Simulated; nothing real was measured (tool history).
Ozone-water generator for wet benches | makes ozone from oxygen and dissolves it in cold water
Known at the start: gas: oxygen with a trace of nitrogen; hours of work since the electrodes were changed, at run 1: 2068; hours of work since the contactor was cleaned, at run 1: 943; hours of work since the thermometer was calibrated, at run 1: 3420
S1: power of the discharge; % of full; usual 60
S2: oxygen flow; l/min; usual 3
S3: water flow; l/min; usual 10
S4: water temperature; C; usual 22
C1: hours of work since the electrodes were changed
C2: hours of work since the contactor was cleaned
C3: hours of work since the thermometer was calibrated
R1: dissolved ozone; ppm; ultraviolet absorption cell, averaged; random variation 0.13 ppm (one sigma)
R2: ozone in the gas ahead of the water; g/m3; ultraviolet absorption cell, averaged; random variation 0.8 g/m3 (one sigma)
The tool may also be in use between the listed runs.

run 1 hour=0 | S1=60 S2=3 S3=10 S4=22 | C1=2068 C2=943 C3=3420 | R1=14.4 R2=121.2
run 2 hour=75.5 | S1=60 S2=3 S3=10 S4=22 | C1=2122 C2=998 C3=3474 | R1=14.3 R2=123.2
run 3 hour=138.8 | S1=46 S2=3 S3=10 S4=22 | C1=2168 C2=1043 C3=3520 | R1=11 R2=96.4
run 4 hour=194.7 | S1=46 S2=3 S3=10 S4=22 | C1=2208 C2=1083 C3=3560 | R1=11.4 R2=95.8
run 5 hour=257.9 | S1=60 S2=3 S3=10 S4=22 | C1=2254 C2=1129 C3=3606 | R1=14.3 R2=122.9
run 6 hour=337.9 | S1=60 S2=3 S3=10 S4=22 | C1=2311 C2=1186 C3=3663 | R1=13.8 R2=123
run 7 hour=395.7 | S1=81 S2=3 S3=10 S4=14 | C1=2353 C2=1228 C3=3705 | R1=20.5 R2=158.9
run 8 hour=474.7 | S1=60 S2=2.11 S3=11 S4=22 | C1=2410 C2=1285 C3=3762 | R1=12.6 R2=142
-- hour=486.5 contactor cleaned
run 9 hour=554.6 | S1=60 S2=2.11 S3=9 S4=22 | C1=2464 C2=49 C3=3816 | R1=14.5 R2=140.7
run 10 hour=594.4 | S1=75 S2=1.96 S3=14 S4=18 | C1=2493 C2=78 C3=3845 | R1=13.1 R2=177.5
run 11 hour=676.5 | S1=75 S2=1.96 S3=14 S4=18 | C1=2552 C2=137 C3=3904 | R1=12.8 R2=176.7

3 ways to go on from here, each from the tool as it stands after run 11. What would each give?
run A hour=736.1 | S1=60 S2=3 S3=11 S4=22 | C1=2595 C2=180 C3=3947 | R1=? R2=?
run B hour=736.1 | S1=65 S2=3 S3=10 S4=28 | C1=2595 C2=180 C3=3947 | R1=? R2=?
run C hour=736.1 | S1=60 S2=3 S3=13 S4=22 | C1=2595 C2=180 C3=3947 | R1=? R2=?

run=A R1=12.7 R2=122.2
run=B R1=13.5 R2=130.7
run=C R1=11.7 R2=120
Without the tool's hidden state the same runs would have given:
run=A R1=13.7 R2=127.2
run=B R1=14.6 R2=136.6
run=C R1=12.6 R2=125
